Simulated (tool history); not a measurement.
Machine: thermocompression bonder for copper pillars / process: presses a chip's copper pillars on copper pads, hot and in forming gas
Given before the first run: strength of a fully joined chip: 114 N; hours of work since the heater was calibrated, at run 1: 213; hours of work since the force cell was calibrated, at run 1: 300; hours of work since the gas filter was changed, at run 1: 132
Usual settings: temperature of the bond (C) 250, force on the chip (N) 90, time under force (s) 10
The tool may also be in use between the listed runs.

| run | day | temperature of the bond (C) | force on the chip (N) | time under force (s) | hours of work since the heater was calibrated | hours of work since the force cell was calibrated | hours of work since the gas filter was changed | force that shears a chip off (N) |
|---|---|---|---|---|---|---|---|---|
| 1 | 0.000 | 250 | 90 | 10 | 213 | 300 | 132 | 73.2 |
| 2 | 0.950 | 250 | 90 | 29 | 229 | 316 | 148 | 92.4 |
| 3 | 1.550 | 250 | 90 | 10 | 239 | 326 | 158 | 70.8 |
| 4 | 2.262 | 250 | 90 | 19 | 251 | 338 | 171 | 86.3 |
| 5 | 3.100 | 250 | 90 | 23 | 265 | 352 | 185 | 87.1 |
| 6 | 3.808 | 250 | 89 | 10 | 277 | 364 | 197 | 71.0 |
| 7 | 4.742 | 250 | 89 | 10 | 293 | 380 | 212 | 69.5 |
| 8 | 5.479 | 253 | 90 | 10 | 305 | 393 | 225 | 73.2 |
| 9 | 6.058 | 250 | 90 | 10 | 315 | 402 | 234 | 70.3 |
|  | 6.879 | forming gas filter changed |
| 10 | 6.933 | 250 | 90 | 10 | 329 | 417 | 1 | 72.6 |
| 11 | 7.438 | 250 | 90 | 10 | 338 | 425 | 9 | 71.2 |
| 12 | 7.879 | 250 | 90 | 19 | 345 | 433 | 17 | 85.3 |
| 13 | 8.792 | 250 | 90 | 19 | 361 | 448 | 32 | 83.7 |
| 14 | 9.667 | 271 | 119 | 6 | 375 | 463 | 47 | 89.4 |
| 15 | 10.100 | 270 | 94 | 10 | 383 | 470 | 54 | 89.7 |
| 16 | 10.617 | 270 | 94 | 10 | 392 | 479 | 63 | 88.4 |
| 17 | 11.292 | 256 | 90 | 10 | 403 | 490 | 74 | 75.5 |
| 18 | 12.171 | 256 | 90 | 10 | 418 | 505 | 89 | 74.8 |
| 19 | 13.117 | 256 | 90 | 10 | 434 | 521 | 105 | 74.2 |

Selected run-to-run steps in force that shears a chip off (N), each split into two signed amounts: the part the tool would show with no hidden state at all (from settings, incoming material and random variation), and the remainder, which goes to the hidden state together with any gauge scatter not common to the measured and the hidden-state-free results:
Hidden conditions of the tool in this case: true temperature of the bond over the reading, C; force that reaches the chip, % of what is set; oxide that the forming gas leaves, % of the face; drift of the gauge itself on shear_n, %.
Run 2 -> 3: time under force (s) 29 -> 10. force that shears a chip off (N) -21.6: hidden state -0.8, all else -20.8.
Run 9 -> 10: forming gas filter changed. force that shears a chip off (N) +2.3: hidden state +2.1, all else +0.2.
